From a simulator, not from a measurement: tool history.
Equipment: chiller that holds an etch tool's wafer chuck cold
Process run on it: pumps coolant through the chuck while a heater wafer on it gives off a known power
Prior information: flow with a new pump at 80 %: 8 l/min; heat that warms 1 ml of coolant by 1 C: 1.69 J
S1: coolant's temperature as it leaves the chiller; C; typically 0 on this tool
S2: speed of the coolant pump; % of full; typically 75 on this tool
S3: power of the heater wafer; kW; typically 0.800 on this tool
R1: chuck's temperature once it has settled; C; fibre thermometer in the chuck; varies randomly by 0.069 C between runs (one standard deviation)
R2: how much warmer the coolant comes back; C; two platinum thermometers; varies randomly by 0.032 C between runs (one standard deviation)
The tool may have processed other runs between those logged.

{"run": 1, "hour": 0.0, "S1": 0, "S2": 75, "S3": 0.8, "R1": 6.1, "R2": 3.78}
{"run": 2, "hour": 130.7, "S1": 0, "S2": 75, "S3": 0.8, "R1": 6.24, "R2": 3.83}
{"run": 3, "hour": 219.4, "S1": 0, "S2": 75, "S3": 0.8, "R1": 6.23, "R2": 3.86}
{"hour": 352.9, "done": "coolant pump overhauled"}
{"run": 4, "hour": 376.1, "S1": 0, "S2": 75, "S3": 0.995, "R1": 7.81, "R2": 4.67}
{"run": 5, "hour": 556.4, "S1": 0, "S2": 75, "S3": 0.995, "R1": 7.72, "R2": 4.77}
{"run": 6, "hour": 766.6, "S1": 0, "S2": 75, "S3": 0.995, "R1": 7.83, "R2": 4.71}
{"run": 7, "hour": 967.3, "S1": 0, "S2": 75, "S3": 0.8, "R1": 6.16, "R2": 3.83}
{"run": 8, "hour": 1159.2, "S1": 0, "S2": 99, "S3": 0.8, "R1": 4.91, "R2": 2.83}
{"run": 9, "hour": 1265.4, "S1": -6, "S2": 75, "S3": 0.8, "R1": 0.25, "R2": 3.79}
{"run": 10, "hour": 1363.3, "S1": 0, "S2": 67, "S3": 0.8, "R1": 6.63, "R2": 4.34}
{"run": 11, "hour": 1498.9, "S1": 0, "S2": 67, "S3": 0.8, "R1": 6.85, "R2": 4.3}
{"run": 12, "hour": 1616.8, "S1": 0, "S2": 75, "S3": 0.8, "R1": 6.18, "R2": 3.85}
{"run": 13, "hour": 1827.7, "S1": 0, "S2": 75, "S3": 0.67, "R1": 5.12, "R2": 3.17}
{"run": 14, "hour": 1972.1, "S1": 0, "S2": 75, "S3": 0.67, "R1": 5.27, "R2": 3.22}
{"run": 15, "hour": 2190.8, "S1": 0, "S2": 75, "S3": 0.67, "R1": 5.19, "R2": 3.18}
{"run": 16, "hour": 2321.9, "S1": 0, "S2": 75, "S3": 0.8, "R1": 6.25, "R2": 3.79}
{"hour": 2450.1, "done": "chiller's thermometer calibrated"}
{"run": 17, "hour": 2497.3, "S1": 0, "S2": 75, "S3": 0.8, "R1": 6.21, "R2": 3.84}
{"run": 18, "hour": 2684.3, "S1": 0, "S2": 75, "S3": 0.8, "R1": 6.26, "R2": 3.79}
{"run": 19, "hour": 2803.4, "S1": -1, "S2": 75, "S3": 0.8, "R1": 5.22, "R2": 3.78}
{"run": 20, "hour": 2941.8, "S1": -5, "S2": 75, "S3": 0.744, "R1": 0.78, "R2": 3.53}
{"run": 21, "hour": 3051.4, "S1": -3, "S2": 90, "S3": 0.993, "R1": 3.64, "R2": 3.87}
{"run": 22, "hour": 3218.3, "S1": 9, "S2": 67, "S3": 0.692, "R1": 14.97, "R2": 3.66}
{"hour": 3244.6, "done": "coolant changed, channels flushed"}
{"run": 23, "hour": 3427.3, "S1": 9, "S2": 67, "S3": 0.692, "R1": 15.03, "R2": 3.79}
{"run": 24, "hour": 3615.0, "S1": -1, "S2": 90, "S3": 0.8, "R1": 4.42, "R2": 3.09}
{"run": 25, "hour": 3762.7, "S1": 0, "S2": 83, "S3": 0.721, "R1": 5.22, "R2": 3.1}
{"run": 26, "hour": 3901.0, "S1": 0, "S2": 83, "S3": 0.721, "R1": 5.17, "R2": 3.08}
{"run": 27, "hour": 4030.5, "S1": 0, "S2": 83, "S3": 0.721, "R1": 5.13, "R2": 3.07}
{"run": 28, "hour": 4207.1, "S1": 0, "S2": 62, "S3": 0.455, "R1": 4.19, "R2": 2.73}
{"run": 29, "hour": 4419.4, "S1": 9, "S2": 62, "S3": 0.8, "R1": 16.17, "R2": 4.78}
{"run": 30, "hour": 4537.4, "S1": 9, "S2": 62, "S3": 0.8, "R1": 16.15, "R2": 4.68}
{"run": 31, "hour": 4676.9, "S1": 5, "S2": 68, "S3": 1.142, "R1": 14.68, "R2": 6.13}
{"run": 32, "hour": 4796.8, "S1": -7, "S2": 74, "S3": 0.997, "R1": 0.78, "R2": 4.81}

Here are 4 independent what-if runs from the current tool condition. What would each one return?
{"run": "A", "hour": 4977.5, "S1": -1, "S2": 70, "S3": 0.483, "R1": "?", "R2": "?"}
{"run": "B", "hour": 4977.5, "S1": -7, "S2": 99, "S3": 0.997, "R1": "?", "R2": "?"}
{"run": "C", "hour": 4977.5, "S1": 4, "S2": 63, "S3": 0.997, "R1": "?", "R2": "?"}
{"run": "D", "hour": 4977.5, "S1": 0, "S2": 61, "S3": 0.935, "R1": "?", "R2": "?"}

run=A R1=3.01 R2=2.47
run=B R1=-0.95 R2=3.56
run=C R1=12.88 R2=5.83
run=D R1=8.55 R2=5.59
Stripped of hidden state, with their random variation kept, the same runs would have yielded:
run=A R1=3.02 R2=2.47
run=B R1=-0.95 R2=3.55
run=C R1=12.87 R2=5.82
run=D R1=8.55 R2=5.58
